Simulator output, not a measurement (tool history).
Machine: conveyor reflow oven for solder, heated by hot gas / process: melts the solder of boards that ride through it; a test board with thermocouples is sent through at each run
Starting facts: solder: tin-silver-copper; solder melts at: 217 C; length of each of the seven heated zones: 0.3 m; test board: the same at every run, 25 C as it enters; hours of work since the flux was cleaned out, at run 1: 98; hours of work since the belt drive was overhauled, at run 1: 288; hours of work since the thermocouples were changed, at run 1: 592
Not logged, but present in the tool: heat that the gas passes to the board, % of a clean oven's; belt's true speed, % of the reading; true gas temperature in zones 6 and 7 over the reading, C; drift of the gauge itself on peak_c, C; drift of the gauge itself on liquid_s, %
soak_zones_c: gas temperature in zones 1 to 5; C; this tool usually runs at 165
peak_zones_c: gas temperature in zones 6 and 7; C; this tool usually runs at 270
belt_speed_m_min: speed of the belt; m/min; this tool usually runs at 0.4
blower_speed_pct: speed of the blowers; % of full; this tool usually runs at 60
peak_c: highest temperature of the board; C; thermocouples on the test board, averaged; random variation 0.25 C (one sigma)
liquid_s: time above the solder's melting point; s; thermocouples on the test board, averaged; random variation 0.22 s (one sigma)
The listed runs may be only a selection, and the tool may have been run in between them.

| run | hour | soak_zones_c | peak_zones_c | belt_speed_m_min | blower_speed_pct | hours of work since the flux was cleaned out | hours of work since the belt drive was overhauled | hours of work since the thermocouples were changed | peak_c | liquid_s |
|---|---|---|---|---|---|---|---|---|---|---|
| 1 | 0 | 165 | 270 | 0.4 | 60 | 98 | 288 | 592 | 247.7 | 58.6 |
| 2 | 5.1 | 165 | 270 | 0.4 | 60 | 102 | 292 | 596 | 247.9 | 59.1 |
| 3 | 13.2 | 165 | 270 | 0.4 | 60 | 108 | 298 | 602 | 247.3 | 58.9 |
| 4 | 18.6 | 152 | 270 | 0.4 | 60 | 112 | 302 | 606 | 244.8 | 51.6 |
| 5 | 29.9 | 152 | 270 | 0.4 | 76 | 120 | 310 | 614 | 250.9 | 59.1 |
| 6 | 38.2 | 152 | 270 | 0.4 | 76 | 126 | 316 | 620 | 250.9 | 59.1 |
| 7 | 45.1 | 152 | 270 | 0.4 | 76 | 131 | 321 | 625 | 250.9 | 58.7 |
| 8 | 51.7 | 152 | 270 | 0.4 | 76 | 136 | 326 | 630 | 250.6 | 58.8 |
| 9 | 59.9 | 152 | 270 | 0.4 | 76 | 142 | 332 | 636 | 250.7 | 59.1 |
| 10 | 69.8 | 152 | 270 | 0.4 | 76 | 149 | 339 | 643 | 250.2 | 58.8 |
|  | 74.7 | belt drive overhauled, speed set with a stopwatch |
| 11 | 82.9 | 165 | 263 | 0.4 | 60 | 155 | 6 | 650 | 241.5 | 52.3 |
| 12 | 92.5 | 165 | 266 | 0.474 | 60 | 162 | 13 | 657 | 237.5 | 37.2 |
| 13 | 101.5 | 165 | 270 | 0.4 | 60 | 169 | 19 | 663 | 247.2 | 58.6 |
| 14 | 112.6 | 156 | 279 | 0.336 | 76 | 177 | 28 | 671 | 264.9 | 86.2 |

Predict the results of run 15:
| 15 | 122.4 | 165 | 270 | 0.359 | 60 | 184 | 35 | 678 | ? | ? |

peak_c: 250.8 C
liquid_s: 70.8 s
If the tool had no hidden condition, the same run with the same run-to-run variation would have returned peak_c 253.5 C, liquid_s 72.7 s.

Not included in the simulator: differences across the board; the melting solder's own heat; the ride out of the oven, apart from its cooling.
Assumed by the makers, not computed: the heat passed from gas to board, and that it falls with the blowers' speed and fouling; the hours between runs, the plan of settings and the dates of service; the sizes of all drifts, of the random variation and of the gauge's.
